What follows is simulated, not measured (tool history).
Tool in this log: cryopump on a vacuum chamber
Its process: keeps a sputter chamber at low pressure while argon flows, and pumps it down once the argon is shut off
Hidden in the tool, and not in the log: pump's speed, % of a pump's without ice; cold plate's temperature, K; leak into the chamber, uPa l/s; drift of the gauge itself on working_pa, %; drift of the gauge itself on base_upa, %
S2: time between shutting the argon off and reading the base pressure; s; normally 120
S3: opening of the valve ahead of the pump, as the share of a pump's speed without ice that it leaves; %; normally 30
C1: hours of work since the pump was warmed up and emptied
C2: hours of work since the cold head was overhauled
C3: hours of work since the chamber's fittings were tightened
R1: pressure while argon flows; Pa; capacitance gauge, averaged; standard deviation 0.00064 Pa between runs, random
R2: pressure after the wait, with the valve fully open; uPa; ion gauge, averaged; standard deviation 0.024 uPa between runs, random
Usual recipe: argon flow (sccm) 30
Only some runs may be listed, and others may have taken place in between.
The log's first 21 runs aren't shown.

run 22 hour=933.0 | argon_flow_(sccm)=27 S2=72 S3=49 | C1=194 C2=635 C3=795 | R1=0.0589 R2=1.86
run 23 hour=963.7 | argon_flow_(sccm)=21 S2=191 S3=56 | C1=207 C2=649 C3=808 | R1=0.0405 R2=1.16
run 24 hour=1007.6 | argon_flow_(sccm)=18 S2=163 S3=17 | C1=226 C2=667 C3=827 | R1=0.1086 R2=1.24
run 25 hour=1044.0 | argon_flow_(sccm)=18 S2=187 S3=44 | C1=242 C2=683 C3=842 | R1=0.0446 R2=1.18
run 26 hour=1089.5 | argon_flow_(sccm)=18 S2=187 S3=44 | C1=261 C2=703 C3=862 | R1=0.0440 R2=1.28
run 27 hour=1136.5 | argon_flow_(sccm)=34 S2=99 S3=21 | C1=281 C2=723 C3=882 | R1=0.1682 R2=1.60
run 28 hour=1178.9 | argon_flow_(sccm)=34 S2=99 S3=21 | C1=300 C2=741 C3=901 | R1=0.1701 R2=1.66
run 29 hour=1234.6 | argon_flow_(sccm)=34 S2=27 S3=53 | C1=324 C2=765 C3=925 | R1=0.0714 R2=3.90
run 30 hour=1277.1 | argon_flow_(sccm)=34 S2=27 S3=53 | C1=342 C2=784 C3=943 | R1=0.0719 R2=3.96
run 31 hour=1342.3 | argon_flow_(sccm)=14 S2=120 S3=30 | C1=370 C2=812 C3=971 | R1=0.0497 R2=1.65
run 32 hour=1376.4 | argon_flow_(sccm)=14 S2=120 S3=30 | C1=385 C2=826 C3=986 | R1=0.0510 R2=1.63

Run 33, settings as shown, results not yet in. Your forecast:
run 33 hour=1430.8 | argon_flow_(sccm)=14 S2=120 S3=30 | C1=408 C2=850 C3=1009 | R1=? R2=?

R1: 0.0507 Pa
R2: 1.68 uPa
Had the tool carried no hidden state, the very same run would have given R1 0.0471 Pa, R2 0.85 uPa.

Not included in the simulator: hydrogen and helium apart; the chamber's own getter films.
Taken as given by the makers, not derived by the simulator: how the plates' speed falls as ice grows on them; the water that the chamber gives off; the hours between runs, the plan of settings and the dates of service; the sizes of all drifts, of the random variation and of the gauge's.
